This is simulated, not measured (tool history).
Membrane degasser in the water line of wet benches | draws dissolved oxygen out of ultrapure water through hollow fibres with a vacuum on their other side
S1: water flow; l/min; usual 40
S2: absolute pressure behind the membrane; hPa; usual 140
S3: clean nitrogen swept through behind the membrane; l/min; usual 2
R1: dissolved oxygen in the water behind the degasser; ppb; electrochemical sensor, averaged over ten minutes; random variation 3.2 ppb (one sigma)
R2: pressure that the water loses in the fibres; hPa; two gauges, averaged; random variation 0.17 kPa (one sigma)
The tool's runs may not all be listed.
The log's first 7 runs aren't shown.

{"run": 8, "day": 28.462, "S1": 40, "S2": 140, "S3": 2, "R1": 481.2, "R2": 271.9}
{"run": 9, "day": 32.662, "S1": 40, "S2": 140, "S3": 2, "R1": 476.7, "R2": 276.9}
{"run": 10, "day": 36.871, "S1": 40, "S2": 140, "S3": 2, "R1": 482.5, "R2": 272.3}
{"run": 11, "day": 40.104, "S1": 40, "S2": 140, "S3": 2, "R1": 482.4, "R2": 271.9}
{"run": 12, "day": 45.883, "S1": 40, "S2": 140, "S3": 2.29, "R1": 427.9, "R2": 275.8}
{"run": 13, "day": 49.488, "S1": 40, "S2": 140, "S3": 2.29, "R1": 425.8, "R2": 272.9}
{"run": 14, "day": 54.0, "S1": 40, "S2": 140, "S3": 2.29, "R1": 427.1, "R2": 274.5}
{"run": 15, "day": 57.696, "S1": 40, "S2": 140, "S3": 2.29, "R1": 431.5, "R2": 272.9}
{"run": 16, "day": 62.0, "S1": 40, "S2": 140, "S3": 2.29, "R1": 433.7, "R2": 275.3}
{"run": 17, "day": 66.642, "S1": 25, "S2": 343, "S3": 2.55, "R1": 680.8, "R2": 169.8}
{"run": 18, "day": 70.088, "S1": 36, "S2": 140, "S3": 2, "R1": 435.1, "R2": 245.9}
{"run": 19, "day": 74.658, "S1": 36, "S2": 140, "S3": 2, "R1": 437.3, "R2": 246.2}
{"run": 20, "day": 79.142, "S1": 56, "S2": 132, "S3": 4.5, "R1": 351.6, "R2": 383.8}
{"run": 21, "day": 84.033, "S1": 53, "S2": 132, "S3": 1.64, "R1": 701.4, "R2": 363.6}
{"run": 22, "day": 89.808, "S1": 53, "S2": 132, "S3": 1.64, "R1": 692.8, "R2": 366.1}
{"run": 23, "day": 95.008, "S1": 35, "S2": 140, "S3": 2.02, "R1": 426.2, "R2": 237.8}
{"day": 95.512, "done": "vacuum gauge calibrated"}
{"run": 24, "day": 100.442, "S1": 62, "S2": 109, "S3": 1.91, "R1": 608.2, "R2": 432.8}
{"run": 25, "day": 103.55, "S1": 62, "S2": 284, "S3": 1.91, "R1": 1546, "R2": 426.5}
{"run": 26, "day": 108.0, "S1": 31, "S2": 238, "S3": 1.04, "R1": 1166.7, "R2": 212.8}
{"day": 113.217, "done": "vacuum gauge calibrated, once more"}
{"run": 27, "day": 113.796, "S1": 31, "S2": 238, "S3": 1.04, "R1": 1142.2, "R2": 212.2}
{"run": 28, "day": 119.546, "S1": 31, "S2": 238, "S3": 1.04, "R1": 1142.7, "R2": 214.3}
{"run": 29, "day": 123.658, "S1": 31, "S2": 238, "S3": 1.04, "R1": 1153.4, "R2": 210.2}
{"run": 30, "day": 126.246, "S1": 31, "S2": 238, "S3": 1.08, "R1": 1125.9, "R2": 215.2}
{"run": 31, "day": 131.675, "S1": 43, "S2": 236, "S3": 2.09, "R1": 860.3, "R2": 297.6}
{"run": 32, "day": 135.379, "S1": 43, "S2": 236, "S3": 2.09, "R1": 869.9, "R2": 300.5}

Forecast each of these 3 alternatives for the next run:
{"run": "A", "day": 139.154, "S1": 28, "S2": 163, "S3": 3.63, "R1": "?", "R2": "?"}
{"run": "B", "day": 139.154, "S1": 40, "S2": 140, "S3": 3.34, "R1": "?", "R2": "?"}
{"run": "C", "day": 139.154, "S1": 25, "S2": 120, "S3": 1.37, "R1": "?", "R2": "?"}

run=A R1=242.3 R2=194.4
run=B R1=314.6 R2=279
run=C R1=356.8 R2=172.6
Without the tool's hidden state the same runs would have given:
run=A R1=238 R2=190.8
run=B R1=309.4 R2=273.9
run=C R1=351.4 R2=169.3
